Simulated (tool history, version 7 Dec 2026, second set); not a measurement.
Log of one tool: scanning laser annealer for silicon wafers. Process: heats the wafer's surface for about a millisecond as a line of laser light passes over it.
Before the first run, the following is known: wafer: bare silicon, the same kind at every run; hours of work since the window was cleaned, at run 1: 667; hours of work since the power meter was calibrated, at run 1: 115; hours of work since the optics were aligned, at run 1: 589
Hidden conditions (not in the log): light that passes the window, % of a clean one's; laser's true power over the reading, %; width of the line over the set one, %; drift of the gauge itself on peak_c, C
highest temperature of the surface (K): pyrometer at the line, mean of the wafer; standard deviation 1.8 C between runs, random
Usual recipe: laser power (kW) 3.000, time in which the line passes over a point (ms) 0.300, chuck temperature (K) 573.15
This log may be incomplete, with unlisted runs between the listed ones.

| run | hour | laser power (kW) | time in which the line passes over a point (ms) | chuck temperature (K) | hours of work since the window was cleaned | hours of work since the power meter was calibrated | hours of work since the optics were aligned | highest temperature of the surface (K) |
|---|---|---|---|---|---|---|---|---|
| 1 | 0.0 | 3.000 | 0.300 | 573.15 | 667 | 115 | 589 | 1288.15 |
| 2 | 9.9 | 3.000 | 0.300 | 573.15 | 673 | 121 | 595 | 1289.15 |
| 3 | 19.9 | 3.000 | 0.306 | 573.15 | 680 | 127 | 602 | 1295.15 |
| 4 | 25.6 | 3.000 | 0.306 | 573.15 | 684 | 131 | 605 | 1297.15 |
| 5 | 31.0 | 3.000 | 0.306 | 573.15 | 687 | 135 | 609 | 1296.15 |
| 6 | 39.2 | 3.000 | 0.306 | 573.15 | 692 | 140 | 614 | 1297.15 |
| 7 | 48.5 | 3.000 | 0.306 | 573.15 | 698 | 146 | 620 | 1297.15 |
| 8 | 59.5 | 3.000 | 0.306 | 573.15 | 705 | 153 | 627 | 1296.15 |
| 9 | 68.7 | 2.910 | 0.300 | 573.15 | 711 | 159 | 633 | 1267.15 |
| 10 | 75.9 | 2.910 | 0.300 | 573.15 | 716 | 164 | 638 | 1269.15 |
| 11 | 82.0 | 2.910 | 0.300 | 573.15 | 720 | 167 | 642 | 1267.15 |
| 12 | 90.5 | 2.910 | 0.300 | 573.15 | 725 | 173 | 647 | 1268.15 |
| 13 | 96.2 | 2.910 | 0.300 | 573.15 | 729 | 177 | 651 | 1265.15 |
| 14 | 103.2 | 2.826 | 0.300 | 573.15 | 734 | 181 | 655 | 1244.15 |
| 15 | 113.8 | 2.826 | 0.300 | 575.15 | 740 | 188 | 662 | 1244.15 |
| 16 | 123.0 | 2.826 | 0.300 | 575.15 | 746 | 194 | 668 | 1248.15 |
| 17 | 128.0 | 2.826 | 0.300 | 575.15 | 750 | 197 | 671 | 1248.15 |
| 18 | 135.1 | 2.826 | 0.300 | 587.15 | 754 | 202 | 676 | 1263.15 |
| 19 | 146.2 | 2.826 | 0.300 | 587.15 | 761 | 209 | 683 | 1259.15 |
| 20 | 152.7 | 3.000 | 0.334 | 573.15 | 765 | 213 | 687 | 1329.15 |
| 21 | 163.7 | 3.000 | 0.334 | 573.15 | 772 | 220 | 694 | 1326.15 |
| 22 | 174.4 | 2.666 | 0.300 | 534.15 | 779 | 227 | 701 | 1167.15 |
| 23 | 185.0 | 3.267 | 0.300 | 548.15 | 786 | 234 | 708 | 1331.15 |
| 24 | 193.1 | 3.267 | 0.300 | 548.15 | 791 | 239 | 713 | 1328.15 |
| 25 | 203.3 | 2.571 | 0.267 | 596.15 | 798 | 246 | 720 | 1170.15 |
| 26 | 211.9 | 2.571 | 0.267 | 596.15 | 804 | 251 | 725 | 1172.15 |
| 27 | 220.0 | 3.266 | 0.267 | 596.15 | 809 | 256 | 730 | 1340.15 |
| 28 | 230.3 | 3.067 | 0.315 | 581.15 | 815 | 263 | 737 | 1332.15 |
| 29 | 241.1 | 3.067 | 0.330 | 581.15 | 822 | 270 | 744 | 1346.15 |
|  | 251.7 | window over the wafer cleaned |
| 30 | 251.7 | 3.067 | 0.330 | 581.15 | 0 | 275 | 749 | 1348.15 |
| 31 | 258.4 | 3.037 | 0.300 | 573.15 | 4 | 280 | 754 | 1299.15 |
| 32 | 263.9 | 3.037 | 0.300 | 573.15 | 8 | 283 | 757 | 1299.15 |
| 33 | 268.6 | 3.037 | 0.356 | 613.15 | 11 | 286 | 760 | 1398.15 |
| 34 | 276.1 | 2.676 | 0.268 | 587.15 | 16 | 291 | 765 | 1189.15 |
| 35 | 283.7 | 2.860 | 0.322 | 585.15 | 21 | 296 | 770 | 1293.15 |
| 36 | 292.4 | 2.896 | 0.293 | 539.15 | 26 | 302 | 776 | 1223.15 |
| 37 | 297.4 | 2.896 | 0.293 | 539.15 | 29 | 305 | 779 | 1221.15 |
| 38 | 302.0 | 2.642 | 0.300 | 545.15 | 32 | 308 | 782 | 1172.15 |
| 39 | 308.2 | 2.642 | 0.300 | 545.15 | 36 | 312 | 786 | 1173.15 |
| 40 | 312.9 | 3.195 | 0.218 | 536.15 | 39 | 315 | 789 | 1197.15 |

The next listed run, before its measurement:
| 41 | 323.6 | 3.008 | 0.300 | 596.15 | 46 | 322 | 796 | ? |

highest temperature of the surface (K): 1318.15
With no hidden state in the tool, this same run would have given highest temperature of the surface (K) 1318.15.
